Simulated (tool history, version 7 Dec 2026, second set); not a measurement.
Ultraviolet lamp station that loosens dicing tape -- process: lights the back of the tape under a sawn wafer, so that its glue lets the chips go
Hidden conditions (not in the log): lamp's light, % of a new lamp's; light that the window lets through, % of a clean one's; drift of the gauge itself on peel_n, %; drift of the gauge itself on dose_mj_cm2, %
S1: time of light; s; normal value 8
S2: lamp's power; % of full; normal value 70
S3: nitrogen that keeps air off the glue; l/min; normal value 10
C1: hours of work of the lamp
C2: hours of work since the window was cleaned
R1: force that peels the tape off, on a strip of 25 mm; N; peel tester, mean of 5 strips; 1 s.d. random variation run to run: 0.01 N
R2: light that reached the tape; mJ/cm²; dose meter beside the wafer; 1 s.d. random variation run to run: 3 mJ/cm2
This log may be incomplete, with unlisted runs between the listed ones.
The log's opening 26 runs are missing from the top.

run     day  S1  S2  S3   C1   C2     R1   R2
 27  34.558   8  90  13  550   62  0.390  465
 28  35.850  12  84   3  574   86  0.440  635
 29  37.567   9  70  10  606  118  0.539  389
 30  39.133   9  70  10  635  147  0.562  381
 31  39.942   9  89   6  650  162  0.498  479
 32  40.838  11  60   4  667  179  0.767  388
 33  41.925  11  60   4  687  199  0.769  381
 34  42.804   7  99  15  703  215  0.458  401
 35  44.588  13  70  14  736  248  0.343  507
 36  46.242  13  70  10  767  279  0.401  496
 37  47.167  13  70  10  784  296  0.393  492
 38  48.617  10  70  10  810  322  0.591  364
 39  50.112  10  70  10  838  350  0.581  355
 40  51.608  14  70   9  866  378  0.408  496

Each row is a separate what-if for the run after 40, all from the same tool condition, not one after another. Results?
  A  53.029   6  61   7  892  404   ?   ?
  B  53.029   8  70   9  892  404   ?   ?
  C  53.029   6  91  11  892  404   ?   ?

run     R1   R2
  A  1.632  182
  B  0.912  277
  C  0.875  271
With no hidden state in the tool, these same runs would have given:
run     R1   R2
  A  0.934  298
  B  0.464  456
  C  0.435  445
